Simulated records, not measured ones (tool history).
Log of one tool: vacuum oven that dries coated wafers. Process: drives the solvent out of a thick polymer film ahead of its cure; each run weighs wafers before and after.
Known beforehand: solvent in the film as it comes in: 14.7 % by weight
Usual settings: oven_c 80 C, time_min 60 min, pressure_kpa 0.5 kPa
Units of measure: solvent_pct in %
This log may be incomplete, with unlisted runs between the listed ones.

run 1 day=0 | oven_c=80 time_min=60 pressure_kpa=0.5 | solvent_pct=3.17
run 2 day=1.838 | oven_c=80 time_min=60 pressure_kpa=0.5 | solvent_pct=3.19
run 3 day=3.254 | oven_c=80 time_min=60 pressure_kpa=0.5 | solvent_pct=3.2
run 4 day=4.412 | oven_c=80 time_min=60 pressure_kpa=0.5 | solvent_pct=3.24
run 5 day=5.404 | oven_c=80 time_min=60 pressure_kpa=0.5 | solvent_pct=3.25
run 6 day=6.429 | oven_c=80 time_min=60 pressure_kpa=0.5 | solvent_pct=3.23
run 7 day=7.471 | oven_c=80 time_min=60 pressure_kpa=0.5 | solvent_pct=3.25
-- day=7.667 vacuum gauge cleaned of residue and calibrated
run 8 day=8.567 | oven_c=80 time_min=87 pressure_kpa=0.5 | solvent_pct=1.99
run 9 day=9.729 | oven_c=80 time_min=87 pressure_kpa=0.5 | solvent_pct=1.98
run 10 day=10.833 | oven_c=80 time_min=104 pressure_kpa=0.516 | solvent_pct=1.67
-- day=12.196 vacuum gauge cleaned of residue and calibrated, once more
run 11 day=12.396 | oven_c=87 time_min=100 pressure_kpa=0.679 | solvent_pct=0.68
run 12 day=13.871 | oven_c=84 time_min=104 pressure_kpa=0.679 | solvent_pct=1.01
run 13 day=15.033 | oven_c=91 time_min=41 pressure_kpa=0.417 | solvent_pct=1.46
run 14 day=16.429 | oven_c=82 time_min=41 pressure_kpa=1.596 | solvent_pct=4.82
run 15 day=18.225 | oven_c=90 time_min=41 pressure_kpa=0.315 | solvent_pct=1.61
run 16 day=20.125 | oven_c=90 time_min=41 pressure_kpa=0.315 | solvent_pct=1.66
run 17 day=21.796 | oven_c=89 time_min=38 pressure_kpa=0.255 | solvent_pct=2.18
run 18 day=23.688 | oven_c=89 time_min=38 pressure_kpa=0.255 | solvent_pct=2.2

Below are 4 alternative next runs, each starting from the tool's condition after run 18. Predict each:
run A day=24.512 | oven_c=89 time_min=39 pressure_kpa=0.255 | solvent_pct=?
run B day=24.512 | oven_c=65 time_min=60 pressure_kpa=0.5 | solvent_pct=?
run C day=24.512 | oven_c=68 time_min=76 pressure_kpa=1.409 | solvent_pct=?
run D day=24.512 | oven_c=80 time_min=53 pressure_kpa=0.5 | solvent_pct=?

run=A solvent_pct=2.04
run=B solvent_pct=8.15
run=C solvent_pct=7.28
run=D solvent_pct=3.76
Without the tool's hidden state the same runs would have given:
run=A solvent_pct=1.79
run=B solvent_pct=7.85
run=C solvent_pct=6.92
run=D solvent_pct=3.43
